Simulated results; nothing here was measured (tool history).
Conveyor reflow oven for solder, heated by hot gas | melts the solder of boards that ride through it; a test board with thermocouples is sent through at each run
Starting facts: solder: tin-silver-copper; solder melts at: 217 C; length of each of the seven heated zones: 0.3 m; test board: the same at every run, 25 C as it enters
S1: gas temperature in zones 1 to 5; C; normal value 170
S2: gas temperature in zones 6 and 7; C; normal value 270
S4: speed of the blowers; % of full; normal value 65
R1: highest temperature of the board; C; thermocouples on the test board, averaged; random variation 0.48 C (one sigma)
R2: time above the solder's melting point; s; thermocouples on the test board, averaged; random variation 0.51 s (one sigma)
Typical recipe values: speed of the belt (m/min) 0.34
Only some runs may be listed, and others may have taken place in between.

Run 1, hour 0: usual settings. Result: R1 256.7 C, R2 81.9 s.
Run 2, hour 12.9: usual settings but S1 175 C. Result: R1 257.5 C, R2 85.9 s.
Run 3, hour 24.7: usual settings but S2 269 C. Result: R1 255.5 C, R2 81 s.
Run 4, hour 38.1: usual settings but S2 269 C. Result: R1 256.5 C, R2 82 s.
Run 5, hour 52.6: usual settings. Result: R1 256.5 C, R2 82.1 s.
Run 6, hour 62.1: usual settings. Result: R1 256 C, R2 81.9 s.
Run 7, hour 78.4: usual settings. Result: R1 256.7 C, R2 82.2 s.
Run 8, hour 96.4: usual settings. Result: R1 256.3 C, R2 82.5 s.
At hour 108.8: flux residue cleaned out of gas plates and filters.
Run 9, hour 113.4: usual settings but S4 89 % of full. Result: R1 262.5 C, R2 88.8 s.
Run 10, hour 129.1: usual settings but S4 89 % of full. Result: R1 262.6 C, R2 88 s.
Run 11, hour 141.2: usual settings but S4 89 % of full. Result: R1 262.4 C, R2 89 s.
Run 12, hour 157.9: usual settings but S4 89 % of full. Result: R1 261.5 C, R2 87.7 s.
Run 13, hour 166.8: usual settings but S4 89 % of full. Result: R1 261.8 C, R2 88.4 s.
Run 14, hour 185.5: usual settings but S2 265 C. Result: R1 252.2 C, R2 79.5 s.
Run 15, hour 198.1: usual settings but S2 277 C. Result: R1 261.9 C, R2 87.8 s.
Run 16, hour 214.9: usual settings but S2 277 C. Result: R1 263.6 C, R2 88.7 s.
Run 17, hour 224.9: usual settings but S1 172 C, S2 268 C. Result: R1 255.2 C, R2 83.2 s.
Run 18, hour 241.5: usual settings but S1 172 C, S2 268 C, S4 81 % of full. Result: R1 258.8 C, R2 87.4 s.
Run 19, hour 253.7: usual settings but S1 168 C, S2 279 C, speed of the belt (m/min) 0.283, S4 72 % of full. Result: R1 270.4 C, R2 112.4 s.
Run 20, hour 268.1: usual settings but S1 168 C, S2 279 C, speed of the belt (m/min) 0.283, S4 72 % of full. Result: R1 271.7 C, R2 112.4 s.
Run 21, hour 284.5: usual settings but S1 158 C, S2 265 C, speed of the belt (m/min) 0.283, S4 51 % of full. Result: R1 251.1 C, R2 89.5 s.
Run 22, hour 292.7: usual settings but S1 172 C, S2 276 C. Result: R1 262.5 C, R2 88 s.
Run 23, hour 303.3: usual settings but S1 174 C, S2 267 C, speed of the belt (m/min) 0.313, S4 81 % of full. Result: R1 259.5 C, R2 96.9 s.
Run 24, hour 320.2: usual settings but S1 174 C, S2 275 C, speed of the belt (m/min) 0.304, S4 79 % of full. Result: R1 267.5 C, R2 105.1 s.
Run 25, hour 337.5: usual settings but S1 174 C, S2 275 C, speed of the belt (m/min) 0.304, S4 79 % of full. Result: R1 267.2 C, R2 104.6 s.
Run 26, hour 351.1: usual settings but S1 174 C, S2 275 C, speed of the belt (m/min) 0.304, S4 79 % of full. Result: R1 268.3 C, R2 103.9 s.
Run 27, hour 367.3: usual settings but S1 164 C, S2 265 C, speed of the belt (m/min) 0.304, S4 62 % of full. Result: R1 253.7 C, R2 88.4 s.
Run 28, hour 385.9: usual settings but S1 167 C, S4 56 % of full. Result: R1 252.7 C, R2 77.5 s.
Run 29, hour 404.3: usual settings but S1 185 C, S2 280 C, speed of the belt (m/min) 0.338, S4 69 % of full. Result: R1 269.5 C, R2 99.2 s.
Run 30, hour 417.5: usual settings but S1 185 C, S2 280 C, speed of the belt (m/min) 0.338, S4 69 % of full. Result: R1 270 C, R2 99.1 s.
Run 31, hour 431.9: usual settings but S1 185 C, S2 280 C, speed of the belt (m/min) 0.375, S4 69 % of full. Result: R1 267 C, R2 87.6 s.
Run 32, hour 445.2: usual settings. Result: R1 256.7 C, R2 83.5 s.

Alternative continuations, all from the tool just after run 32; predict every row:
Run A, hour 456.5: usual settings but S2 260 C, speed of the belt (m/min) 0.327, S4 81 % of full. Result: R1 ?, R2 ?.
Run B, hour 456.5: usual settings but S4 76 % of full. Result: R1 ?, R2 ?.
Run C, hour 456.5: usual settings but S2 264 C, speed of the belt (m/min) 0.278. Result: R1 ?, R2 ?.

run     R1     R2
  A    252   83.7
  B  259.9   86.4
  C  256.2  103.3
Had the tool no hidden state, the same runs would have come out as:
run     R1     R2
  A  252.1   83.8
  B    260   86.5
  C  256.3  103.4

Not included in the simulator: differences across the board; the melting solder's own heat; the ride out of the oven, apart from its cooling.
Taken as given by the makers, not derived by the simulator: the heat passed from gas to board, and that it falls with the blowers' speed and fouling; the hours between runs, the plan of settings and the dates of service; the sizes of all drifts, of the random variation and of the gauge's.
